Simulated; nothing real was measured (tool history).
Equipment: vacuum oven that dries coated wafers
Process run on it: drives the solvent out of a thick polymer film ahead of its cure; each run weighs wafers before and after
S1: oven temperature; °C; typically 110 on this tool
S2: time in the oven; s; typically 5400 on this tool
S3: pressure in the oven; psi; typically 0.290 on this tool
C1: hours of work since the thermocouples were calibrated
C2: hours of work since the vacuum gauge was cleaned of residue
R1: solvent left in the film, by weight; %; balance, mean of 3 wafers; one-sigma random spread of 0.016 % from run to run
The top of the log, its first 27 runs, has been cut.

run,hour,S1,S2,S3,C1,C2,R1
28,477.4,117,5340,0.325,671,789,1.67
29,493.5,96,7260,0.532,679,797,4.74
30,511.7,96,7260,0.532,688,806,4.72
31,528.0,109,7380,0.290,697,814,1.71
32,544.4,104,5580,0.466,705,823,3.81
33,561.9,104,6960,0.299,714,832,2.49
34,583.8,124,5400,0.799,725,843,1.94
35,594.7,108,4800,0.309,731,849,3.20
36,615.3,108,4800,0.309,741,859,3.19
37,632.1,124,2820,0.309,750,868,2.78
38,655.1,110,5400,0.403,761,879,2.70
39,667.3,97,3180,0.522,768,886,8.13
40,679.7,110,4080,0.442,774,892,3.85
41,700.0,111,8040,0.941,784,902,3.22
42,712.4,100,5400,0.750,791,909,5.76
43,736.2,100,5400,0.750,803,921,5.76
44,749.0,109,3360,0.160,809,927,4.21
45,766.7,110,5400,0.744,818,936,3.67
46,791.4,110,5400,0.223,831,949,2.20
47,802.8,124,7080,0.828,837,955,1.77

Consider 4 possible next runs. They are alternatives, not a sequence: every one starts from the tool as it was left by run 47. What does each give?
A,816.1,124,6660,0.705,844,962,?
B,816.1,110,4200,0.290,844,962,?
C,816.1,110,5400,0.455,844,962,?
D,816.1,115,8340,0.267,844,962,?

run,R1
A,1.59
B,3.34
C,2.84
D,1.03
With the hidden condition removed and each run's random variation left untouched, the same runs would have given:
run,R1
A,1.53
B,3.33
C,2.80
D,0.92
